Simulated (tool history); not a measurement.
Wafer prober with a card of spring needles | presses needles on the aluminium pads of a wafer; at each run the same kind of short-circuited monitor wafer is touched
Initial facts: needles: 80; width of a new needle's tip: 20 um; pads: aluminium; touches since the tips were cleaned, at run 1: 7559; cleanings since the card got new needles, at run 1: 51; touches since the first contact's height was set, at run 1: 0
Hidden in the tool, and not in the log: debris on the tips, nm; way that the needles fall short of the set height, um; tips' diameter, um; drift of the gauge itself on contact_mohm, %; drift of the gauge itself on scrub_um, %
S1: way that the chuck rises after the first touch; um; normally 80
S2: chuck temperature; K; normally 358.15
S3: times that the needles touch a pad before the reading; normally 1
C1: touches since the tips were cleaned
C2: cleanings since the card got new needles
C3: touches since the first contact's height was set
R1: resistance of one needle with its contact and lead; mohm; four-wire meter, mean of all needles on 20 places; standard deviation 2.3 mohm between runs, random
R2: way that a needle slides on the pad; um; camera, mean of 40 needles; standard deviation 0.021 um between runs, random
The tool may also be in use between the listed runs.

run 1 hour=0 | S1=80 S2=358.15 S3=1 | C1=7559 C2=51 C3=0 | R1=303 R2=17.19
-- hour=2.5 tips cleaned on abrasive film
-- hour=20.8 tips cleaned on abrasive film
run 2 hour=26.5 | S1=80 S2=358.15 S3=1 | C1=2831 C2=53 C3=13088 | R1=287 R2=17.19
-- hour=39 tips cleaned on abrasive film
run 3 hour=39.6 | S1=80 S2=358.15 S3=1 | C1=257 C2=54 C3=19539 | R1=262 R2=17.17
-- hour=58.7 tips cleaned on abrasive film
run 4 hour=67.9 | S1=80 S2=358.15 S3=1 | C1=4580 C2=55 C3=33589 | R1=299 R2=17.16
-- hour=77 tips cleaned on abrasive film
-- hour=95.4 tips cleaned on abrasive film
run 5 hour=95.4 | S1=80 S2=358.15 S3=1 | C1=0 C2=57 C3=47184 | R1=256 R2=17.1
-- hour=98.1 tips cleaned on abrasive film, once more
-- hour=117.5 tips cleaned on abrasive film
run 6 hour=119.5 | S1=76 S2=358.15 S3=1 | C1=976 C2=59 C3=59065 | R1=269 R2=16.22
run 7 hour=131.1 | S1=76 S2=358.15 S3=1 | C1=6763 C2=59 C3=64852 | R1=308 R2=16.25
-- hour=135.9 tips cleaned on abrasive film
-- hour=153.9 tips cleaned on abrasive film
run 8 hour=153.9 | S1=76 S2=358.15 S3=1 | C1=0 C2=61 C3=76120 | R1=260 R2=16.22
-- hour=172.8 tips cleaned on abrasive film
run 9 hour=176.4 | S1=76 S2=358.15 S3=1 | C1=1796 C2=62 C3=87247 | R1=282 R2=16.2
-- hour=191.6 tips cleaned on abrasive film
run 10 hour=199.3 | S1=80 S2=358.15 S3=2 | C1=3822 C2=63 C3=98583 | R1=279 R2=17.09
-- hour=209.4 tips cleaned on abrasive film
-- hour=211.7 height of the first contact set anew
run 11 hour=215.3 | S1=80 S2=358.15 S3=2 | C1=2793 C2=64 C3=1820 | R1=270 R2=17.19
-- hour=227.5 tips cleaned on abrasive film
run 12 hour=243 | S1=80 S2=358.15 S3=2 | C1=7701 C2=65 C3=15521 | R1=283 R2=17.2
-- hour=246 tips cleaned on abrasive film
-- hour=264.7 tips cleaned on abrasive film
run 13 hour=271.6 | S1=80 S2=358.15 S3=2 | C1=3452 C2=67 C3=29689 | R1=273 R2=17.12
-- hour=282.3 tips cleaned on abrasive film
run 14 hour=285.1 | S1=80 S2=345.15 S3=1 | C1=1371 C2=68 C3=36341 | R1=276 R2=17.14
-- hour=299.4 tips cleaned on abrasive film
run 15 hour=304.7 | S1=80 S2=324.15 S3=1 | C1=2626 C2=69 C3=46043 | R1=275 R2=17.09
-- hour=317.1 tips cleaned on abrasive film
run 16 hour=323.9 | S1=80 S2=324.15 S3=1 | C1=3408 C2=70 C3=55569 | R1=284 R2=17.11
-- hour=334.8 tips cleaned on abrasive film
run 17 hour=351.7 | S1=80 S2=301.15 S3=3 | C1=8402 C2=71 C3=69326 | R1=260 R2=17.09
-- hour=353.6 tips cleaned on abrasive film
-- hour=371.1 tips cleaned on abrasive film
run 18 hour=378.7 | S1=80 S2=363.15 S3=2 | C1=3825 C2=73 C3=82704 | R1=274 R2=17.08
-- hour=388.6 tips cleaned on abrasive film
-- hour=407.2 tips cleaned on abrasive film
run 19 hour=407.2 | S1=81 S2=392.15 S3=1 | C1=0 C2=75 C3=96749 | R1=270 R2=17.27
-- hour=423.9 height of the first contact set anew
-- hour=426.4 tips cleaned on abrasive film
run 20 hour=431.1 | S1=82 S2=386.15 S3=3 | C1=2378 C2=76 C3=3573 | R1=271 R2=17.62
run 21 hour=442.8 | S1=82 S2=386.15 S3=3 | C1=8163 C2=76 C3=9358 | R1=276 R2=17.67
-- hour=444.4 tips cleaned on abrasive film
-- hour=463.7 tips cleaned on abrasive film
run 22 hour=464.8 | S1=83 S2=358.15 S3=2 | C1=535 C2=78 C3=20216 | R1=261 R2=17.81
-- hour=480.8 tips cleaned on abrasive film
run 23 hour=485 | S1=65 S2=374.15 S3=2 | C1=2110 C2=79 C3=30250 | R1=286 R2=13.92
-- hour=499.8 tips cleaned on abrasive film
run 24 hour=505.8 | S1=65 S2=374.15 S3=2 | C1=2993 C2=80 C3=40550 | R1=291 R2=13.91
-- hour=518.8 tips cleaned on abrasive film
run 25 hour=522.9 | S1=80 S2=319.15 S3=2 | C1=2080 C2=81 C3=49018 | R1=260 R2=17.09
run 26 hour=534.9 | S1=80 S2=319.15 S3=2 | C1=8018 C2=81 C3=54956 | R1=282 R2=17.12
-- hour=536.2 tips cleaned on abrasive film
-- hour=553.6 tips cleaned on abrasive film
run 27 hour=561 | S1=80 S2=319.15 S3=2 | C1=3690 C2=83 C3=67845 | R1=267 R2=17.11
-- hour=571.3 tips cleaned on abrasive film
run 28 hour=576.8 | S1=99 S2=321.15 S3=2 | C1=2709 C2=84 C3=75670 | R1=258 R2=21.2

Below are 4 alternative next runs, each starting from the tool's condition after run 28. Predict each:
-- hour=591 tips cleaned on abrasive film
run A hour=599.8 | S1=93 S2=329.15 S3=2 | C1=4378 C2=85 C3=87049 | R1=? R2=?
-- hour=591 tips cleaned on abrasive film
run B hour=599.8 | S1=60 S2=358.15 S3=2 | C1=4378 C2=85 C3=87049 | R1=? R2=?
-- hour=591 tips cleaned on abrasive film
run C hour=599.8 | S1=100 S2=316.15 S3=1 | C1=4378 C2=85 C3=87049 | R1=? R2=?
-- hour=591 tips cleaned on abrasive film
run D hour=599.8 | S1=97 S2=303.15 S3=3 | C1=4378 C2=85 C3=87049 | R1=? R2=?

run=A R1=263 R2=19.81
run=B R1=310 R2=12.72
run=C R1=268 R2=21.33
run=D R1=252 R2=20.71
Without the tool's unlogged condition, the same runs would have read:
run=A R1=239 R2=19.96
run=B R1=259 R2=12.87
run=C R1=234 R2=21.48
run=D R1=237 R2=20.86

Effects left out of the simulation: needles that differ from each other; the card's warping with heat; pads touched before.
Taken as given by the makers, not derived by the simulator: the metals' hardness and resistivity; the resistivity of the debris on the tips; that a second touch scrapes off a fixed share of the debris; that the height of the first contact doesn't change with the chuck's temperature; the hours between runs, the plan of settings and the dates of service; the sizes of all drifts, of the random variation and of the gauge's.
